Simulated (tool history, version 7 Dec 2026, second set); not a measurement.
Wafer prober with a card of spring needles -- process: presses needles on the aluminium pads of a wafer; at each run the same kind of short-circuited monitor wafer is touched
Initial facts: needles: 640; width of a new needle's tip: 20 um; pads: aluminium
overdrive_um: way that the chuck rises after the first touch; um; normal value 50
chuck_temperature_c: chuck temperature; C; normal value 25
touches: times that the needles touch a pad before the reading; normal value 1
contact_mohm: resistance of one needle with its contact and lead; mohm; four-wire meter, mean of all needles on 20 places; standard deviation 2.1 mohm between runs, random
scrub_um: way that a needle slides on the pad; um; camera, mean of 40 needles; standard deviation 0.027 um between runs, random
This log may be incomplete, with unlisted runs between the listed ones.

run     day  overdrive_um  chuck_temperature_c  touches  contact_mohm  scrub_um
  1       0            50                   25        1           289     10.94
      0.492  -- tips cleaned on abrasive film
      1.104  -- tips cleaned on abrasive film
      1.721  -- tips cleaned on abrasive film
      2.333  -- tips cleaned on abrasive film
      2.946  -- tips cleaned on abrasive film
      3.562  -- tips cleaned on abrasive film
  2   3.608            50                   25        2           272     10.92
        4.1  -- tips cleaned on abrasive film
      4.717  -- tips cleaned on abrasive film
      5.329  -- tips cleaned on abrasive film
  3     5.7            50                   44        1           440     10.92
      5.825  -- tips cleaned on abrasive film
      6.442  -- tips cleaned on abrasive film
      7.054  -- tips cleaned on abrasive film
      7.546  -- tips cleaned on abrasive film
  4   7.562            50                   44        1           282     10.84
      8.054  -- tips cleaned on abrasive film
      8.667  -- tips cleaned on abrasive film
      9.158  -- tips cleaned on abrasive film
  5   9.529            50                   25        1           440     10.82
      9.658  -- tips cleaned on abrasive film
      10.15  -- tips cleaned on abrasive film
      10.65  -- height of the first contact set anew
     10.775  -- tips cleaned on abrasive film
     11.388  -- tips cleaned on abrasive film
  6  11.812            38                   25        1           585      8.31
     11.938  -- tips cleaned on abrasive film
      12.55  -- tips cleaned on abrasive film
     13.167  -- tips cleaned on abrasive film
     13.658  -- tips cleaned on abrasive film
     14.271  -- tips cleaned on abrasive film
  7  14.421            50                   25        1           372     10.94
     14.792  -- tips cleaned on abrasive film
     15.404  -- tips cleaned on abrasive film
     15.896  -- tips cleaned on abrasive film
     16.512  -- tips cleaned on abrasive film
     17.071  -- tips cleaned on abrasive film
  8  17.071            37                   52        1           275      8.04
     17.562  -- tips cleaned on abrasive film
     18.179  -- tips cleaned on abrasive film
     18.792  -- tips cleaned on abrasive film
     19.404  -- tips cleaned on abrasive film
     20.021  -- tips cleaned on abrasive film
     20.512  -- tips cleaned on abrasive film
  9  20.662            37                   52        1           566      7.97
     21.033  -- tips cleaned on abrasive film
     21.525  -- tips cleaned on abrasive film
     22.142  -- tips cleaned on abrasive film
     22.562  -- height of the first contact set anew
 10  22.562            53                   30        2           344     11.64
     22.688  -- tips cleaned on abrasive film
     23.179  -- tips cleaned on abrasive film
     23.792  -- tips cleaned on abrasive film
     24.379  -- tips cleaned on abrasive film
 11  24.379            53                   30        2           247     11.67
     24.996  -- tips cleaned on abrasive film
     25.608  -- tips cleaned on abrasive film
     26.221  -- tips cleaned on abrasive film
     26.838  -- tips cleaned on abrasive film
     27.329  -- tips cleaned on abrasive film
 12  27.667            53                   30        2           345      11.6
     27.912  -- tips cleaned on abrasive film
     28.525  -- tips cleaned on abrasive film
     29.142  -- tips cleaned on abrasive film
 13  29.308            50                   48        1           405     10.91

Alternative continuations, all from the tool just after run 13; predict every row:
     29.679  -- tips cleaned on abrasive film
     30.171  -- tips cleaned on abrasive film
     30.783  -- tips cleaned on abrasive film
     31.396  -- tips cleaned on abrasive film
     31.888  -- tips cleaned on abrasive film
  A  31.988            42                   25        1             ?         ?
     29.679  -- tips cleaned on abrasive film
     30.171  -- tips cleaned on abrasive film
     30.783  -- tips cleaned on abrasive film
     31.396  -- tips cleaned on abrasive film
     31.888  -- tips cleaned on abrasive film
  B  31.988            54                   48        2             ?         ?
     29.679  -- tips cleaned on abrasive film
     30.171  -- tips cleaned on abrasive film
     30.783  -- tips cleaned on abrasive film
     31.396  -- tips cleaned on abrasive film
     31.888  -- tips cleaned on abrasive film
  C  31.988            44                   95        1             ?         ?

run  contact_mohm  scrub_um
  A           400      9.09
  B           295     11.69
  C           387       9.5
Take away the tool's hidden state, keep each run's random variation, and the runs would have read:
run  contact_mohm  scrub_um
  A           240      9.27
  B           235     11.87
  C           256      9.68

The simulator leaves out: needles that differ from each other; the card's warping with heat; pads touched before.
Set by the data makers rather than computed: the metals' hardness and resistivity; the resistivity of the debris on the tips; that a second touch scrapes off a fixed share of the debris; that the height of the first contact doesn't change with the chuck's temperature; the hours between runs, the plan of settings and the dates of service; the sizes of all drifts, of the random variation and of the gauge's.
